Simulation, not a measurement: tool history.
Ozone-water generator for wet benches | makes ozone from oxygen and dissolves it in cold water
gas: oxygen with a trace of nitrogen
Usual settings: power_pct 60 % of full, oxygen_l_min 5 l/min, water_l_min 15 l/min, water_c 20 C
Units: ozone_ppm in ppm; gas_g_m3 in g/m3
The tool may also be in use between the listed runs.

run 1 day=0 | power_pct=60 oxygen_l_min=5 water_l_min=15 water_c=20 | ozone_ppm=15.8 gas_g_m3=168.6
run 2 day=3.983 | power_pct=60 oxygen_l_min=5 water_l_min=15 water_c=20 | ozone_ppm=15.7 gas_g_m3=167.9
run 3 day=8.25 | power_pct=60 oxygen_l_min=5 water_l_min=15 water_c=20 | ozone_ppm=15.7 gas_g_m3=166.2
run 4 day=13.475 | power_pct=60 oxygen_l_min=5 water_l_min=15 water_c=20 | ozone_ppm=15.8 gas_g_m3=168.2
run 5 day=17.746 | power_pct=60 oxygen_l_min=5 water_l_min=18 water_c=20 | ozone_ppm=13.6 gas_g_m3=167.8
run 6 day=24.417 | power_pct=60 oxygen_l_min=5 water_l_min=18 water_c=20 | ozone_ppm=13.5 gas_g_m3=168.5
run 7 day=29.612 | power_pct=89 oxygen_l_min=5 water_l_min=15 water_c=20 | ozone_ppm=21 gas_g_m3=221.7
run 8 day=35.988 | power_pct=76 oxygen_l_min=5 water_l_min=15 water_c=20 | ozone_ppm=18.5 gas_g_m3=196.5
run 9 day=39.675 | power_pct=60 oxygen_l_min=5 water_l_min=15 water_c=13 | ozone_ppm=17.8 gas_g_m3=167.3
run 10 day=45.825 | power_pct=60 oxygen_l_min=5 water_l_min=15 water_c=13 | ozone_ppm=17.4 gas_g_m3=165.6
run 11 day=54.338 | power_pct=60 oxygen_l_min=5 water_l_min=15 water_c=13 | ozone_ppm=17.2 gas_g_m3=165.4
run 12 day=61.758 | power_pct=43 oxygen_l_min=5 water_l_min=16 water_c=13 | ozone_ppm=13.1 gas_g_m3=130.6
run 13 day=65.817 | power_pct=43 oxygen_l_min=5 water_l_min=16 water_c=13 | ozone_ppm=12.9 gas_g_m3=132.1
run 14 day=73.121 | power_pct=52 oxygen_l_min=5 water_l_min=16 water_c=21 | ozone_ppm=13.2 gas_g_m3=150.7
run 15 day=79.529 | power_pct=52 oxygen_l_min=5 water_l_min=16 water_c=21 | ozone_ppm=13 gas_g_m3=150.5
run 16 day=86.579 | power_pct=85 oxygen_l_min=5 water_l_min=16 water_c=17 | ozone_ppm=19.6 gas_g_m3=212
run 17 day=94.671 | power_pct=75 oxygen_l_min=5.86 water_l_min=23 water_c=19 | ozone_ppm=12.5 gas_g_m3=173.2
run 18 day=102.546 | power_pct=75 oxygen_l_min=5.86 water_l_min=23 water_c=19 | ozone_ppm=12.4 gas_g_m3=174.4
run 19 day=110.112 | power_pct=75 oxygen_l_min=5.86 water_l_min=23 water_c=19 | ozone_ppm=12.4 gas_g_m3=173.2
-- day=117.933 water thermometer calibrated
run 20 day=118.308 | power_pct=60 oxygen_l_min=5 water_l_min=9 water_c=14 | ozone_ppm=24.7 gas_g_m3=164.3
run 21 day=124.542 | power_pct=45 oxygen_l_min=5 water_l_min=15 water_c=20 | ozone_ppm=12.4 gas_g_m3=133.7

Measured less the same run without the tool's hidden state. The same run-to-run variation is in both; the gauge's scatter may not be:
The hidden state here: yield of the discharge, % of new electrodes'; contactor's efficiency, % of a clean one's; true water temperature over the reading, C; drift of the gauge itself on ozone_ppm, %; drift of the gauge itself on gas_g_m3, %.
run=1 ozone_ppm=-1.1 gas_g_m3=-7.6
run=2 ozone_ppm=-1.1 gas_g_m3=-7.7
run=3 ozone_ppm=-1.1 gas_g_m3=-7.8
run=4 ozone_ppm=-1.2 gas_g_m3=-8
run=5 ozone_ppm=-1 gas_g_m3=-8.2
run=6 ozone_ppm=-1 gas_g_m3=-8.6
run=7 ozone_ppm=-2 gas_g_m3=-15.3
run=8 ozone_ppm=-1.7 gas_g_m3=-12.6
run=9 ozone_ppm=-1.4 gas_g_m3=-9.1
run=10 ozone_ppm=-1.5 gas_g_m3=-9.1
run=11 ozone_ppm=-1.5 gas_g_m3=-9.6
run=12 ozone_ppm=-1 gas_g_m3=-5.6
run=13 ozone_ppm=-0.9 gas_g_m3=-5.7
run=14 ozone_ppm=-1.1 gas_g_m3=-8.1
run=15 ozone_ppm=-1.2 gas_g_m3=-8.4
run=16 ozone_ppm=-2.3 gas_g_m3=-17.7
run=17 ozone_ppm=-1.5 gas_g_m3=-13.8
run=18 ozone_ppm=-1.5 gas_g_m3=-14.2
run=19 ozone_ppm=-1.5 gas_g_m3=-14.5
run=20 ozone_ppm=-2.5 gas_g_m3=-11.8
run=21 ozone_ppm=-1.1 gas_g_m3=-7.6
